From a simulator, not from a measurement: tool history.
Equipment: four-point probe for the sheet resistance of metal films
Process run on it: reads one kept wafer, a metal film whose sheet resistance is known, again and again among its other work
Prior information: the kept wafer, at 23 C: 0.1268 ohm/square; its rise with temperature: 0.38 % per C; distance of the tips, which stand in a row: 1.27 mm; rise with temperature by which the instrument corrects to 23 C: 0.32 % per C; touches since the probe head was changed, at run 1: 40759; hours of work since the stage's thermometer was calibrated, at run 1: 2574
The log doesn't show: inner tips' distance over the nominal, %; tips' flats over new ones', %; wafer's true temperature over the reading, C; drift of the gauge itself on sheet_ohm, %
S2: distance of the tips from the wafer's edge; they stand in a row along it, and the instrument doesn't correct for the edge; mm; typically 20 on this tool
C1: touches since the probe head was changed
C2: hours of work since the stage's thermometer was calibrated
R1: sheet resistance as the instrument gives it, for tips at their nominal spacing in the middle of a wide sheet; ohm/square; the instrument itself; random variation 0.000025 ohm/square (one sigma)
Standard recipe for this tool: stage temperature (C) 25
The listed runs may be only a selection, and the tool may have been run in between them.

run 1 day=0 | stage_temperature_(C)=25 S2=20 | C1=40759 C2=2574 | R1=0.128087
run 2 day=1.446 | stage_temperature_(C)=25 S2=20 | C1=42046 C2=2600 | R1=0.128088
run 3 day=4.342 | stage_temperature_(C)=25 S2=9 | C1=44621 C2=2651 | R1=0.129219
run 4 day=7.225 | stage_temperature_(C)=25 S2=9 | C1=47185 C2=2702 | R1=0.129203
run 5 day=9.017 | stage_temperature_(C)=26 S2=20 | C1=48781 C2=2734 | R1=0.128188
run 6 day=11.433 | stage_temperature_(C)=33 S2=20 | C1=50929 C2=2777 | R1=0.128709
run 7 day=14.183 | stage_temperature_(C)=33 S2=20 | C1=53376 C2=2826 | R1=0.128712
run 8 day=15.825 | stage_temperature_(C)=33 S2=20 | C1=54837 C2=2855 | R1=0.128682
run 9 day=17.4 | stage_temperature_(C)=31 S2=20 | C1=56236 C2=2883 | R1=0.128575
run 10 day=19.158 | stage_temperature_(C)=31 S2=20 | C1=57799 C2=2914 | R1=0.128575
run 11 day=20.788 | stage_temperature_(C)=31 S2=20 | C1=59252 C2=2943 | R1=0.128599
run 12 day=22.146 | stage_temperature_(C)=31 S2=20 | C1=60459 C2=2967 | R1=0.128534
-- day=23.871 stage's thermometer calibrated
run 13 day=24.221 | stage_temperature_(C)=25 S2=12 | C1=62287 C2=6 | R1=0.128204
run 14 day=25.629 | stage_temperature_(C)=25 S2=12 | C1=63537 C2=31 | R1=0.128172
run 15 day=28.508 | stage_temperature_(C)=25 S2=12 | C1=66101 C2=82 | R1=0.128223
run 16 day=31.029 | stage_temperature_(C)=25 S2=12 | C1=68340 C2=127 | R1=0.128217
run 17 day=32.562 | stage_temperature_(C)=23 S2=46 | C1=69707 C2=154 | R1=0.127362
run 18 day=35.471 | stage_temperature_(C)=20 S2=9 | C1=72294 C2=206 | R1=0.12844
run 19 day=37.571 | stage_temperature_(C)=26 S2=9 | C1=74160 C2=243 | R1=0.128915
run 20 day=40.662 | stage_temperature_(C)=26 S2=13 | C1=76911 C2=298 | R1=0.128208
run 21 day=43.579 | stage_temperature_(C)=24 S2=5 | C1=79506 C2=350 | R1=0.131735
run 22 day=44.996 | stage_temperature_(C)=24 S2=5 | C1=80764 C2=375 | R1=0.131678
run 23 day=48 | stage_temperature_(C)=24 S2=5 | C1=83436 C2=429 | R1=0.131706
run 24 day=49.629 | stage_temperature_(C)=20 S2=28 | C1=84888 C2=458 | R1=0.127301
run 25 day=52.183 | stage_temperature_(C)=20 S2=28 | C1=87157 C2=503 | R1=0.127337
run 26 day=54.862 | stage_temperature_(C)=20 S2=28 | C1=89542 C2=551 | R1=0.127333
run 27 day=56.554 | stage_temperature_(C)=28 S2=13 | C1=91048 C2=581 | R1=0.128385
run 28 day=59.15 | stage_temperature_(C)=28 S2=13 | C1=93355 C2=627 | R1=0.128474
run 29 day=62.079 | stage_temperature_(C)=28 S2=13 | C1=95961 C2=679 | R1=0.128458
run 30 day=63.433 | stage_temperature_(C)=28 S2=6 | C1=97165 C2=703 | R1=0.13084

Hidden condition of the tool, last listed run before each entry between runs versus first listed run after:
In the gap between runs 12 and 13: stage's thermometer calibrated (day 23.871)
  inner tips' distance over the nominal, %: 0.345 -> 0.349; tips' flats over new ones', %: 34 -> 35; wafer's true temperature over the reading, C: 1.06 -> -0.02
  measured value less the no-hidden-state value, R1: +0.000971 -> +0.000474 ohm/square

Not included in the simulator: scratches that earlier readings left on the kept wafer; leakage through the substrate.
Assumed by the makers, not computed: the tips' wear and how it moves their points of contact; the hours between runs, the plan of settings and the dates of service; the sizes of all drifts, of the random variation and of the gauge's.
